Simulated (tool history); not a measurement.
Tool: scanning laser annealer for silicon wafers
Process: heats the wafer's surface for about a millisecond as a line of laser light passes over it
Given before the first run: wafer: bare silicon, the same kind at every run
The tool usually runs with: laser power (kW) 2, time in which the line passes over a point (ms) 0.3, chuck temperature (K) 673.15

| run | hour | laser power (kW) | time in which the line passes over a point (ms) | chuck temperature (K) | highest temperature of the surface (K) |
|---|---|---|---|---|---|
| 1 | 0 | 2 | 0.3 | 673.15 | 1472.15 |
|  | 41.9 | window over the wafer cleaned |
| 2 | 57.7 | 2 | 0.3 | 673.15 | 1473.15 |
|  | 109.6 | optics aligned, line set to its width |
| 3 | 134.3 | 2 | 0.325 | 673.15 | 1501.15 |
| 4 | 199.4 | 2 | 0.325 | 673.15 | 1497.15 |
| 5 | 276.8 | 2 | 0.353 | 673.15 | 1533.15 |
| 6 | 347.9 | 2 | 0.353 | 673.15 | 1527.15 |
| 7 | 399.5 | 2 | 0.309 | 673.15 | 1483.15 |
| 8 | 485.8 | 2 | 0.309 | 673.15 | 1481.15 |
| 9 | 572.8 | 2 | 0.3 | 701.15 | 1502.15 |
| 10 | 636.3 | 1.843 | 0.3 | 682.15 | 1413.15 |
| 11 | 696.9 | 1.843 | 0.3 | 682.15 | 1409.15 |
| 12 | 747.1 | 1.965 | 0.217 | 673.15 | 1352.15 |
|  | 798 | window over the wafer cleaned |
| 13 | 819.3 | 1.829 | 0.304 | 668.15 | 1392.15 |
| 14 | 905.5 | 1.829 | 0.304 | 668.15 | 1395.15 |
| 15 | 947.2 | 2.078 | 0.349 | 649.15 | 1539.15 |
| 16 | 1017 | 2.078 | 0.349 | 649.15 | 1539.15 |

Consider 3 possible next runs. They are alternatives, not a sequence: every one starts from the tool as it was left by run 16. What does each give?
| A | 1065.2 | 2.078 | 0.349 | 702.15 | ? |
| B | 1065.2 | 1.991 | 0.283 | 649.15 | ? |
| C | 1065.2 | 1.757 | 0.248 | 703.15 | ? |

| run | highest temperature of the surface (K) |
|---|---|
| A | 1595.15 |
| B | 1425.15 |
| C | 1340.15 |
Take away the tool's hidden state, keep each run's random variation, and the runs would have read:
| run | highest temperature of the surface (K) |
|---|---|
| A | 1596.15 |
| B | 1425.15 |
| C | 1341.15 |

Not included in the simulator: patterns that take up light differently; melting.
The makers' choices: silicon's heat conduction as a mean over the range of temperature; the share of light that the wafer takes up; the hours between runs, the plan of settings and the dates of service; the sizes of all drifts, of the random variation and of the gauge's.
